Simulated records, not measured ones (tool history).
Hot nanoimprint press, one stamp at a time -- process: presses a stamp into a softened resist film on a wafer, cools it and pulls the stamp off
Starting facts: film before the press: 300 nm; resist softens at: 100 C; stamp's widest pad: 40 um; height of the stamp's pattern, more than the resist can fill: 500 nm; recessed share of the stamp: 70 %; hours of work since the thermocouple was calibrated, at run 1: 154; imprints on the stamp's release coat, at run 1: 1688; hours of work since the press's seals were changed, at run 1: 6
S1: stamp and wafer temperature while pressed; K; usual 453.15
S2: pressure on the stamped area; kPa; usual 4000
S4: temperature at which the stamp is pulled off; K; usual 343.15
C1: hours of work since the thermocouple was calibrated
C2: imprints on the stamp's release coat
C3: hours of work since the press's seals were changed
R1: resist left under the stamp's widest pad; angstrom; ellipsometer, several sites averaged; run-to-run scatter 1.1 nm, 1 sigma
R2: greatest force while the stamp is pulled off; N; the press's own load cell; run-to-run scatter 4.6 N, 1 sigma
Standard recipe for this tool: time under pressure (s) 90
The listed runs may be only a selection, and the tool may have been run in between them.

Run 1, day 0.000: usual settings; C1 154; C2 1688; C3 6. Result: R1 1617 angstrom, R2 224 N.
Run 2, day 0.208: usual settings; C1 158; C2 1707; C3 9. Result: R1 1597 angstrom, R2 227 N.
Run 3, day 0.471: usual settings; C1 163; C2 1732; C3 14. Result: R1 1618 angstrom, R2 234 N.
Run 4, day 0.838: usual settings but S4 335.15 K; C1 169; C2 1766; C3 20. Result: R1 1637 angstrom, R2 286 N.
Run 5, day 1.267: usual settings but time under pressure (s) 60, S4 335.15 K; C1 177; C2 1807; C3 28. Result: R1 1823 angstrom, R2 281 N.
Run 6, day 1.638: usual settings but time under pressure (s) 60, S4 335.15 K; C1 183; C2 1841; C3 34. Result: R1 1862 angstrom, R2 283 N.
Run 7, day 1.912: usual settings but time under pressure (s) 60, S4 335.15 K; C1 188; C2 1867; C3 39. Result: R1 1849 angstrom, R2 273 N.
Run 8, day 2.108: usual settings but time under pressure (s) 60, S4 335.15 K; C1 191; C2 1886; C3 43. Result: R1 1843 angstrom, R2 281 N.
Run 9, day 2.492: usual settings but time under pressure (s) 60, S4 335.15 K; C1 198; C2 1922; C3 49. Result: R1 1842 angstrom, R2 277 N.
Run 10, day 2.729: usual settings but S1 464.15 K, time under pressure (s) 60, S4 334.15 K; C1 202; C2 1944; C3 53. Result: R1 1268 angstrom, R2 286 N.
Run 11, day 2.962: usual settings but S1 464.15 K, time under pressure (s) 60, S4 334.15 K; C1 206; C2 1966; C3 58. Result: R1 1293 angstrom, R2 289 N.
Run 12, day 3.158: usual settings but S1 464.15 K, S2 6290 kPa, time under pressure (s) 70, S4 332.15 K; C1 210; C2 1985; C3 61. Result: R1 973 angstrom, R2 295 N.
Run 13, day 3.442: usual settings but S1 464.15 K, S2 6290 kPa, time under pressure (s) 70, S4 332.15 K; C1 215; C2 2011; C3 66. Result: R1 990 angstrom, R2 298 N.
Run 14, day 3.658: usual settings but S2 2820 kPa, time under pressure (s) 54, S4 350.15 K; C1 219; C2 2032; C3 70. Result: R1 2086 angstrom, R2 183 N.
Run 15, day 4.088: usual settings but S1 454.15 K, S2 4910 kPa, time under pressure (s) 45; C1 226; C2 2072; C3 77. Result: R1 1826 angstrom, R2 225 N.
Run 16, day 4.542: usual settings but time under pressure (s) 71; C1 234; C2 2114; C3 85. Result: R1 1753 angstrom, R2 227 N.
Run 17, day 4.867: usual settings but time under pressure (s) 71; C1 240; C2 2145; C3 91. Result: R1 1724 angstrom, R2 238 N.

What if the next run were any one of these 5? Each begins from the tool's condition after run 17:
Run A, day 5.175: usual settings but S1 458.15 K, S2 3120 kPa, time under pressure (s) 71, S4 349.15 K; C1 245; C2 2174; C3 96. Result: R1 ?, R2 ?.
Run B, day 5.175: usual settings but S4 338.15 K; C1 245; C2 2174; C3 96. Result: R1 ?, R2 ?.
Run C, day 5.175: usual settings but S2 4900 kPa; C1 245; C2 2174; C3 96. Result: R1 ?, R2 ?.
Run D, day 5.175: usual settings but S1 446.15 K, S2 5960 kPa, S4 339.15 K; C1 245; C2 2174; C3 96. Result: R1 ?, R2 ?.
Run E, day 5.175: usual settings but S1 444.15 K, time under pressure (s) 71; C1 245; C2 2174; C3 96. Result: R1 ?, R2 ?.

run    R1   R2
  A  1642  189
  B  1600  260
  C  1492  215
  D  1764  254
  E  2246  226
Stripped of hidden state, with their random variation kept, the same runs would have yielded:
run    R1   R2
  A  1642  186
  B  1599  255
  C  1491  211
  D  1763  249
  E  2245  222
